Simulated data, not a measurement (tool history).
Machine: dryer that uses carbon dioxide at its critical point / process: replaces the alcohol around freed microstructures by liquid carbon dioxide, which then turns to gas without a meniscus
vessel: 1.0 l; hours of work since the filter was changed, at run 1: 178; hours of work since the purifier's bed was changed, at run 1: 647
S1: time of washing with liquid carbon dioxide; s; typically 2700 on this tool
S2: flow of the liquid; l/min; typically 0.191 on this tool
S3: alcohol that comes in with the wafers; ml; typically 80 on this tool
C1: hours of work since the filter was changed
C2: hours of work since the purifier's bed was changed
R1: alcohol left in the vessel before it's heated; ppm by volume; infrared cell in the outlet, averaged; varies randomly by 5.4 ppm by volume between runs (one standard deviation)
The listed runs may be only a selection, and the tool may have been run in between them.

{"run": 1, "hour": 0.0, "S1": 2700, "S2": 0.191, "S3": 80, "C1": 178, "C2": 647, "R1": 229}
{"run": 2, "hour": 44.1, "S1": 2700, "S2": 0.294, "S3": 80, "C1": 212, "C2": 681, "R1": 108}
{"run": 3, "hour": 92.2, "S1": 2700, "S2": 0.191, "S3": 89, "C1": 250, "C2": 719, "R1": 265}
{"hour": 115.9, "done": "purifier's bed changed"}
{"run": 4, "hour": 145.4, "S1": 3180, "S2": 0.191, "S3": 89, "C1": 289, "C2": 23, "R1": 59}
{"run": 5, "hour": 186.4, "S1": 2700, "S2": 0.191, "S3": 80, "C1": 321, "C2": 55, "R1": 168}
{"run": 6, "hour": 216.3, "S1": 2700, "S2": 0.191, "S3": 80, "C1": 345, "C2": 79, "R1": 183}
{"run": 7, "hour": 264.5, "S1": 2700, "S2": 0.191, "S3": 80, "C1": 383, "C2": 116, "R1": 185}
{"run": 8, "hour": 301.6, "S1": 2700, "S2": 0.191, "S3": 29, "C1": 412, "C2": 146, "R1": 87}
{"run": 9, "hour": 346.2, "S1": 1620, "S2": 0.191, "S3": 80, "C1": 447, "C2": 180, "R1": 2067}
{"run": 10, "hour": 377.5, "S1": 3300, "S2": 0.191, "S3": 80, "C1": 471, "C2": 205, "R1": 80}
{"run": 11, "hour": 411.8, "S1": 2700, "S2": 0.173, "S3": 80, "C1": 498, "C2": 232, "R1": 378}
{"run": 12, "hour": 437.0, "S1": 2700, "S2": 0.173, "S3": 80, "C1": 518, "C2": 252, "R1": 385}
{"run": 13, "hour": 464.7, "S1": 2700, "S2": 0.173, "S3": 80, "C1": 540, "C2": 273, "R1": 379}
{"run": 14, "hour": 505.0, "S1": 2700, "S2": 0.191, "S3": 80, "C1": 571, "C2": 305, "R1": 242}
{"hour": 530.5, "done": "inlet filter changed"}
{"run": 15, "hour": 530.5, "S1": 2700, "S2": 0.191, "S3": 80, "C1": 0, "C2": 324, "R1": 165}
{"run": 16, "hour": 557.1, "S1": 2700, "S2": 0.191, "S3": 80, "C1": 21, "C2": 345, "R1": 164}
{"run": 17, "hour": 601.9, "S1": 2700, "S2": 0.191, "S3": 80, "C1": 56, "C2": 380, "R1": 189}
{"run": 18, "hour": 641.7, "S1": 1860, "S2": 0.191, "S3": 80, "C1": 87, "C2": 411, "R1": 1007}
{"run": 19, "hour": 674.3, "S1": 1860, "S2": 0.191, "S3": 80, "C1": 113, "C2": 437, "R1": 1042}
{"run": 20, "hour": 706.3, "S1": 1860, "S2": 0.191, "S3": 80, "C1": 138, "C2": 462, "R1": 1079}
{"run": 21, "hour": 738.8, "S1": 1860, "S2": 0.191, "S3": 80, "C1": 163, "C2": 487, "R1": 1076}
{"run": 22, "hour": 786.0, "S1": 1860, "S2": 0.191, "S3": 80, "C1": 200, "C2": 524, "R1": 1087}
{"run": 23, "hour": 828.9, "S1": 1860, "S2": 0.191, "S3": 80, "C1": 234, "C2": 558, "R1": 1143}
{"run": 24, "hour": 857.0, "S1": 2760, "S2": 0.273, "S3": 113, "C1": 256, "C2": 580, "R1": 89}
{"run": 25, "hour": 884.9, "S1": 2760, "S2": 0.273, "S3": 113, "C1": 278, "C2": 602, "R1": 95}
{"run": 26, "hour": 932.5, "S1": 2280, "S2": 0.183, "S3": 98, "C1": 315, "C2": 639, "R1": 733}
{"run": 27, "hour": 959.2, "S1": 2040, "S2": 0.292, "S3": 72, "C1": 336, "C2": 660, "R1": 137}
{"run": 28, "hour": 999.5, "S1": 2700, "S2": 0.191, "S3": 31, "C1": 368, "C2": 692, "R1": 157}
{"run": 29, "hour": 1036.3, "S1": 1860, "S2": 0.191, "S3": 31, "C1": 396, "C2": 721, "R1": 542}
{"hour": 1055.6, "done": "purifier's bed changed"}
{"run": 30, "hour": 1085.6, "S1": 1860, "S2": 0.191, "S3": 31, "C1": 433, "C2": 24, "R1": 458}
{"run": 31, "hour": 1122.7, "S1": 2700, "S2": 0.305, "S3": 80, "C1": 462, "C2": 53, "R1": 22}
{"run": 32, "hour": 1146.1, "S1": 2460, "S2": 0.187, "S3": 80, "C1": 480, "C2": 71, "R1": 349}
{"run": 33, "hour": 1182.7, "S1": 2700, "S2": 0.191, "S3": 28, "C1": 509, "C2": 100, "R1": 86}
{"run": 34, "hour": 1207.1, "S1": 2700, "S2": 0.191, "S3": 28, "C1": 528, "C2": 119, "R1": 87}
{"run": 35, "hour": 1252.4, "S1": 3300, "S2": 0.13, "S3": 100, "C1": 563, "C2": 154, "R1": 805}
{"hour": 1288.1, "done": "inlet filter changed"}
{"run": 36, "hour": 1297.0, "S1": 2460, "S2": 0.295, "S3": 32, "C1": 7, "C2": 188, "R1": 30}
{"run": 37, "hour": 1322.9, "S1": 2400, "S2": 0.322, "S3": 80, "C1": 27, "C2": 209, "R1": 38}
{"run": 38, "hour": 1344.9, "S1": 3780, "S2": 0.183, "S3": 80, "C1": 45, "C2": 226, "R1": 54}
{"run": 39, "hour": 1374.5, "S1": 3780, "S2": 0.183, "S3": 80, "C1": 68, "C2": 249, "R1": 54}
{"run": 40, "hour": 1423.4, "S1": 3780, "S2": 0.183, "S3": 80, "C1": 106, "C2": 287, "R1": 50}
{"run": 41, "hour": 1468.1, "S1": 3780, "S2": 0.183, "S3": 80, "C1": 141, "C2": 322, "R1": 66}
{"run": 42, "hour": 1519.9, "S1": 3480, "S2": 0.191, "S3": 80, "C1": 182, "C2": 363, "R1": 76}
{"run": 43, "hour": 1566.4, "S1": 2760, "S2": 0.224, "S3": 63, "C1": 218, "C2": 400, "R1": 94}

Below are 4 alternative next runs, each starting from the tool's condition after run 43. Predict each:
{"run": "A", "hour": 1598.1, "S1": 1680, "S2": 0.224, "S3": 50, "C1": 243, "C2": 424, "R1": "?"}
{"run": "B", "hour": 1598.1, "S1": 2700, "S2": 0.146, "S3": 97, "C1": 243, "C2": 424, "R1": "?"}
{"run": "C", "hour": 1598.1, "S1": 1740, "S2": 0.243, "S3": 116, "C1": 243, "C2": 424, "R1": "?"}
{"run": "D", "hour": 1598.1, "S1": 2760, "S2": 0.224, "S3": 26, "C1": 243, "C2": 424, "R1": "?"}

run=A R1=529
run=B R1=936
run=C R1=664
run=D R1=75
What these runs would have given with no unlogged condition in the tool:
run=A R1=412
run=B R1=764
run=C R1=518
run=D R1=15
